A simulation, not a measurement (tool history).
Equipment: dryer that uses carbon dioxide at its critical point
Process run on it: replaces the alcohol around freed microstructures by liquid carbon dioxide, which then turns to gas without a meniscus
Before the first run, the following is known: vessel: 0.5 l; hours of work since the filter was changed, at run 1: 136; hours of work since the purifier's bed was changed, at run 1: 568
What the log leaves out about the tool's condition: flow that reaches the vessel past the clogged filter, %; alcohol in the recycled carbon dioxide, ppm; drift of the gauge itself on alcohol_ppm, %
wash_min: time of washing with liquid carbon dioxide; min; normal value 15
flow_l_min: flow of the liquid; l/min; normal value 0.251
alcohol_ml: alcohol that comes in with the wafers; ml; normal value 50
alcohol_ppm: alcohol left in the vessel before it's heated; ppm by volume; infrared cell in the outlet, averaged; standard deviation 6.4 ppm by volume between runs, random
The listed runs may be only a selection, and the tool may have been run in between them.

run   hour  wash_min  flow_l_min  alcohol_ml  hours of work since the filter was changed  hours of work since the purifier's bed was changed  alcohol_ppm
  1    0.0        15       0.251          50                                         136                                                 568          447
  2   21.3        15       0.251          50                                         151                                                 583          454
  3   39.2        15       0.251          50                                         163                                                 596          447
  4   61.4        15       0.251          50                                         179                                                 611          462
  5   93.9        24       0.251          50                                         202                                                 634          153
  6  115.2        15       0.251          56                                         217                                                 649          510
  7  140.6        15       0.251          56                                         234                                                 667          527
  8  168.0        15       0.251          56                                         254                                                 686          530
  9  194.8        15       0.251          56                                         272                                                 705          555
 10  220.2        15       0.185          56                                         290                                                 723         2039
 11  245.7        15       0.185          56                                         308                                                 741         2055
 12  260.2        15       0.318          56                                         318                                                 751          258
 13  275.4        15       0.292          50                                         329                                                 761          314
 14  295.8        15       0.334          50                                         343                                                 776          233
 15  319.4        15       0.334          50                                         360                                                 792          231
 16  343.2        13       0.251          26                                         376                                                 809          609
 17  375.2        13       0.251          26                                         399                                                 831          603
 18  400.3        11       0.243          48                                         417                                                 849         2149
 19  432.4        11       0.243          48                                         439                                                 871         2127
 20  459.6        17       0.157          92                                         458                                                 890         4358
 21  479.2        10       0.347          26                                         472                                                 904          508

Forecast each of these 3 alternatives for the next run:
  A  500.9         9       0.298          50                                         487                                                 919            ?
  B  500.9        10       0.230          48                                         487                                                 919            ?
  C  500.9        16       0.251          51                                         487                                                 919            ?

run  alcohol_ppm
  A         2223
  B         3798
  C          514
What these runs would have given with no unlogged condition in the tool:
run  alcohol_ppm
  A         1401
  B         2624
  C          182
